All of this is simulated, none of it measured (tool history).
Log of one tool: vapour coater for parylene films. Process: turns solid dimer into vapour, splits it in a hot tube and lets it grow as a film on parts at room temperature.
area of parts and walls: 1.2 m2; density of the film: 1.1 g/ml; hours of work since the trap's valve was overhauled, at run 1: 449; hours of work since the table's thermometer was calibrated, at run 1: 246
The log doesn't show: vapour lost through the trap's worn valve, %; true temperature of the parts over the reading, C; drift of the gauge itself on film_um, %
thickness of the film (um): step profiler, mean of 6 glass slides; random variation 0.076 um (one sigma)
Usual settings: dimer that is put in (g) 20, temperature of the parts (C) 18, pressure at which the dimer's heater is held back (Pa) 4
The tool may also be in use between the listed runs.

run,day,dimer that is put in (g),temperature of the parts (C),pressure at which the dimer's heater is held back (Pa),hours of work since the trap's valve was overhauled,hours of work since the table's thermometer was calibrated,thickness of the film (um)
1,0,20,18,4,449,246,8.49
2,0.317,20,18,4,454,250,8.62
3,0.642,21,18,4,458,255,8.87
4,1.088,21,19,4,465,261,8.45
5,1.583,21,19,4,472,268,8.4
6,1.958,21,19,4,477,274,8.47
7,2.462,20,18,4,484,281,8.39
8,3.05,20,18,4,492,289,8.31
9,3.679,20,18,4,501,298,8.43
10,3.988,20,18,4,506,302,8.37
# day 4.192: trap's valve overhauled
11,4.729,20,18,4,8,310,8.07
12,5.258,20,18,4,15,318,8.01
13,5.608,20,11,4,20,323,10.99
14,6.092,20,18,4.25,27,330,7.9
15,6.529,23,25,5.23,33,336,6.32

Run 16 comes next. What will it give?
16,7.121,20,26,4,41,344,?

thickness of the film (um): 5.47
Without the tool's hidden state the same run would have given thickness of the film (um) 6.31.
